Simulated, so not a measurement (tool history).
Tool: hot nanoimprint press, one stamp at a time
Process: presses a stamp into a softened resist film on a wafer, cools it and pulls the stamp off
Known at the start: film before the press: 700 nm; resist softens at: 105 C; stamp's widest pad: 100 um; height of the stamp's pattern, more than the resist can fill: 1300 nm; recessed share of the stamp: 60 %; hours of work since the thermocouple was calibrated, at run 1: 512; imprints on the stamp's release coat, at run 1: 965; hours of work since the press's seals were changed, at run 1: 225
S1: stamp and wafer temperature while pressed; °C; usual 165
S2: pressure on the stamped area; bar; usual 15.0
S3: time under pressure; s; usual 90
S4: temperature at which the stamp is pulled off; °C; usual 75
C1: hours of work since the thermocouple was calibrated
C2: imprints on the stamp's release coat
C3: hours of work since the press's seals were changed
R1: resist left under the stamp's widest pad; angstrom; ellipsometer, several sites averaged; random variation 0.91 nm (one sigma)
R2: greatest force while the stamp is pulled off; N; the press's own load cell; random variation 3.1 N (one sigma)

run     day   S1    S2   S3  S4   C1    C2   C3    R1   R2
  1   0.000  165  15.0   90  75  512   965  225  3368  203
      0.238  -- plate thermocouple calibrated
  2   0.462  165  15.0   90  80    3   993  230  3586  202
  3   0.962  165  15.0   90  80   10  1034  237  3580  199
  4   1.483  165  15.0   90  63   18  1077  244  3585  233
  5   1.842  165  15.0   90  63   23  1106  249  3585  244
  6   2.271  165  15.0   90  63   29  1141  255  3590  236
  7   2.533  165  15.0   90  63   33  1163  259  3580  241
  8   2.962  165  15.0   90  63   39  1198  265  3582  234
  9   3.267  165  11.2   90  75   43  1223  269  3982  221
 10   3.729  165  15.0   90  75   50  1261  276  3587  218
 11   4.179  165  15.0  147  75   56  1298  282  2971  221
 12   4.488  165  15.0  147  75   60  1323  287  2962  213
 13   4.762  165  15.0  147  75   64  1346  291  2953  223
 14   5.262  165  15.0   90  63   72  1386  298  3558  245
 15   5.658  165  15.0   90  63   77  1419  304  3572  236
 16   5.971  165  13.8   54  75   82  1444  308  4359  226
 17   6.462  165  13.8   54  75   89  1485  315  4342  221
 18   6.938  165  13.8   54  75   95  1524  322  4354  228
 19   7.292  165  13.8   54  75  100  1553  327  4363  228
 20   7.871  165  15.0   90  62  109  1600  335  3571  257
      8.567  -- stamp cleaned and given a new release coat
 21   8.667  165  15.0   51  75  116     8  343  4325  171
 22   8.925  172  21.1   74  76  120    29  346  2569  171
 23   9.158  156  13.3   90  75  123    48  350  4948  171
 24   9.617  160  16.5   64  83  130    86  356  4542  164
 25  10.104  165  15.0   73  75  137   126  363  3829  177
 26  10.458  165  15.0  110  75  142   155  368  3305  175
 27  10.946  165  15.0  110  75  149   195  375  3289  181
 28  11.338  165  11.8   93  78  154   227  381  3851  175
 29  11.633  157  14.6  172  75  159   251  385  3823  180

The same runs without the tool's hidden state, with the same run-to-run variation:
The hidden state here: true temperature over the reading, C; pressure that arrives at the usual setting, %; grip of the stamp's worn release coat, % over a new coat's; drift of the gauge itself on residual_nm, %; drift of the gauge itself on pull_off_n, %.
run    R1   R2
  1  3561  172
  2  3567  168
  3  3564  163
  4  3572  191
  5  3573  198
  6  3580  190
  7  3572  194
  8  3576  187
  9  3981  175
 10  3584  172
 11  2971  173
 12  2962  167
 13  2955  174
 14  3563  190
 15  3579  182
 16  4369  173
 17  4354  168
 18  4369  172
 19  4379  171
 20  3588  193
 21  4345  171
 22  2577  171
 23  4977  170
 24  4567  161
 25  3856  173
 26  3333  170
 27  3319  175
 28  3889  168
 29  3866  172

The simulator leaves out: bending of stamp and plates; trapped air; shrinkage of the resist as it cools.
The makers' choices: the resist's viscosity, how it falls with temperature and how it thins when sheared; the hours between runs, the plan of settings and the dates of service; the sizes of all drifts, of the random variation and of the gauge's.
